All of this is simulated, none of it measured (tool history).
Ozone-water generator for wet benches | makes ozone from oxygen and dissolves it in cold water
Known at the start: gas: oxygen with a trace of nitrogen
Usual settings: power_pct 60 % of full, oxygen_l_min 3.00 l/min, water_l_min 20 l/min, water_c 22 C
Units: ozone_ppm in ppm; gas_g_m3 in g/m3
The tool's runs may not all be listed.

run	hour	power_pct	oxygen_l_min	water_l_min	water_c	ozone_ppm	gas_g_m3
1	0.0	60	3.00	20	22	15.18	186.1
2	21.6	60	3.00	20	22	15.12	186.6
3	55.0	60	3.00	20	27	14.20	186.2
4	89.5	43	3.00	20	22	11.52	141.3
5	124.6	43	3.00	20	22	11.74	142.1
6	162.2	43	3.00	20	22	11.49	142.3
7	196.3	43	3.00	20	22	11.55	141.9
8	221.3	43	3.00	20	22	11.58	141.5

Forecast run 9:
9	240.6	43	4.04	20	14	?	?

{"run 9": {"ozone_ppm": 13.16, "gas_g_m3": 120.0}}
Without the tool's hidden state the same run would have given ozone_ppm 13.65 ppm, gas_g_m3 120.8 g/m3.
